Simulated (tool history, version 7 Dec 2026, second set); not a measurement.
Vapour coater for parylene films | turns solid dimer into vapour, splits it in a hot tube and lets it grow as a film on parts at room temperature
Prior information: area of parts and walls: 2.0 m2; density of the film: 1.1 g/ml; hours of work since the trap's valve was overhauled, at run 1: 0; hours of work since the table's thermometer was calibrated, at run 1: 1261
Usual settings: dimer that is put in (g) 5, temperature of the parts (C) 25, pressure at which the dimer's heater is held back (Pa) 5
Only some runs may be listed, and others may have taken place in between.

| run | hour | dimer that is put in (g) | temperature of the parts (C) | pressure at which the dimer's heater is held back (Pa) | hours of work since the trap's valve was overhauled | hours of work since the table's thermometer was calibrated | thickness of the film (um) |
|---|---|---|---|---|---|---|---|
| 1 | 0 | 5 | 25 | 5 | 0 | 1261 | 1.55 |
| 2 | 52.9 | 4 | 25 | 5 | 40 | 1301 | 1.25 |
| 3 | 105.1 | 4 | 25 | 5 | 79 | 1340 | 1.21 |
| 4 | 157 | 5 | 25 | 2.87 | 118 | 1379 | 1.6 |
| 5 | 187.8 | 5 | 25 | 2.87 | 141 | 1402 | 1.59 |
| 6 | 218.2 | 5 | 25 | 10.27 | 164 | 1425 | 1.46 |
| 7 | 251.3 | 8 | 25 | 5 | 189 | 1450 | 2.43 |
| 8 | 293.8 | 8 | 25 | 5 | 221 | 1482 | 2.45 |
| 9 | 346 | 8 | 25 | 5 | 260 | 1521 | 2.49 |
| 10 | 382.2 | 8 | 25 | 5 | 288 | 1549 | 2.43 |
| 11 | 433.5 | 8 | 25 | 5 | 326 | 1587 | 2.41 |
| 12 | 469.5 | 8 | 25 | 5 | 353 | 1614 | 2.44 |
| 13 | 497.9 | 8 | 25 | 5 | 375 | 1636 | 2.5 |
| 14 | 544.7 | 8 | 25 | 5 | 410 | 1671 | 2.42 |
| 15 | 567.4 | 8 | 25 | 5 | 427 | 1688 | 2.45 |
| 16 | 608.9 | 8 | 25 | 5 | 458 | 1719 | 2.38 |
| 17 | 650.7 | 8 | 25 | 5 | 490 | 1751 | 2.42 |
| 18 | 693.8 | 8 | 25 | 5 | 522 | 1783 | 2.44 |
| 19 | 721.2 | 8 | 25 | 5 | 543 | 1804 | 2.44 |
| 20 | 765.9 | 5 | 25 | 5.49 | 576 | 1837 | 1.5 |
| 21 | 796.5 | 5 | 25 | 5.49 | 599 | 1860 | 1.54 |
|  | 838.4 | trap's valve overhauled |
| 22 | 838.6 | 5 | 25 | 5.49 | 0 | 1889 | 1.5 |
| 23 | 863.5 | 5 | 25 | 5.49 | 19 | 1908 | 1.54 |
| 24 | 885.2 | 5 | 25 | 5.49 | 35 | 1924 | 1.52 |
|  | 917.5 | table's thermometer calibrated |
| 25 | 934.2 | 5 | 25 | 5.49 | 71 | 13 | 1.54 |
| 26 | 956.1 | 3 | 25 | 5 | 88 | 29 | 0.92 |
| 27 | 981 | 5 | 35 | 5 | 107 | 48 | 1.29 |
| 28 | 1004.9 | 4 | 29 | 4.25 | 125 | 66 | 1.15 |
| 29 | 1055.4 | 4 | 20 | 3.53 | 163 | 104 | 1.37 |
| 30 | 1091.8 | 4 | 23 | 3.53 | 190 | 131 | 1.29 |
| 31 | 1129.9 | 4 | 23 | 3.53 | 219 | 160 | 1.31 |
| 32 | 1158.3 | 4 | 23 | 8.08 | 240 | 181 | 1.22 |
| 33 | 1195 | 4 | 23 | 8.08 | 268 | 209 | 1.23 |
| 34 | 1245.4 | 3 | 23 | 8.08 | 306 | 247 | 0.93 |
| 35 | 1292.7 | 4 | 31 | 3.83 | 341 | 282 | 1.12 |
| 36 | 1341.2 | 4 | 31 | 3.32 | 378 | 319 | 1.12 |
| 37 | 1367 | 4 | 31 | 3.32 | 397 | 338 | 1.15 |
| 38 | 1408.1 | 2 | 31 | 3.32 | 428 | 369 | 0.56 |
| 39 | 1459.5 | 5 | 24 | 2.49 | 467 | 408 | 1.63 |
| 40 | 1501.8 | 4 | 36 | 2.49 | 499 | 440 | 1.06 |
| 41 | 1551.3 | 4 | 36 | 5 | 536 | 477 | 1 |
| 42 | 1583.4 | 4 | 36 | 5 | 560 | 501 | 0.98 |
| 43 | 1618.6 | 4 | 36 | 5 | 586 | 528 | 1.02 |
| 44 | 1650 | 6 | 36 | 7.44 | 610 | 551 | 1.48 |
|  | 1677.7 | trap's valve overhauled |
| 45 | 1695.5 | 9 | 25 | 5 | 13 | 583 | 2.75 |
| 46 | 1735.8 | 5 | 29 | 5 | 44 | 613 | 1.41 |

Describe how what the log doesn't record of the tool's condition differs between the last listed run preceding each entry between runs and the first listed run following it.
Runs 21 to 22: trap's valve overhauled (hour 838.4)
  vapour lost through the trap's worn valve, %: 0.5 -> 0
Runs 24 to 25: table's thermometer calibrated (hour 917.5)
  vapour lost through the trap's worn valve, %: 0 -> 0.1; true temperature of the parts over the reading, C: 0.05 -> 0
Runs 44 to 45: trap's valve overhauled (hour 1677.7)
  vapour lost through the trap's worn valve, %: 0.5 -> 0

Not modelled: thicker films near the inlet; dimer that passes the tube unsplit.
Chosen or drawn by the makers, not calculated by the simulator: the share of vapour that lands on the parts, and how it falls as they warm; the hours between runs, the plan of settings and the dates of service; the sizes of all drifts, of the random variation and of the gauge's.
